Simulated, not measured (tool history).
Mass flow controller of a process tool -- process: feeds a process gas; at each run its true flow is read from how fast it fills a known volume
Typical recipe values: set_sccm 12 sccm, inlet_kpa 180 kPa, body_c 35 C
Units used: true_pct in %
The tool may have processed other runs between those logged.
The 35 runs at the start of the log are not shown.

run	hour	set_sccm	inlet_kpa	body_c	hours of work since the controller was set to zero	hours of work since the controller was changed	true_pct
36	7891.3	8	171	35	1374	4136	101.71
37	8149.1	8	171	35	1484	4246	101.91
38	8388.5	14	180	21	1586	4348	101.3
39	8625.8	14	180	21	1688	4450	101.37
40	8885.6	4	158	21	1799	4561	101.01
41	9091.2	4	158	21	1887	4648	101.21
42	9396.6	4	158	21	2017	4779	101.43
43	9557.2	15	261	36	2086	4848	102.98
44	9685.8	6	154	38	2141	4903	102.97
45	9935.6	20	229	31	2248	5009	103.29
46	10095.3	4	260	24	2316	5078	101.38

Consider 5 possible next runs. They are alternatives, not a sequence: every one starts from the tool as it was left by run 46. What does each give?
A	10378.4	2	155	26	2437	5199	?
B	10378.4	12	152	38	2437	5199	?
C	10378.4	9	180	35	2437	5199	?
D	10378.4	12	145	35	2437	5199	?
E	10378.4	7	151	37	2437	5199	?

run	true_pct
A	104
B	103.52
C	102.73
D	103.22
E	103.06
The same runs, with their run-to-run variation unchanged, on a tool lacking any hidden condition would have given:
run	true_pct
A	97.01
B	100.1
C	99.07
D	99.79
E	99.12
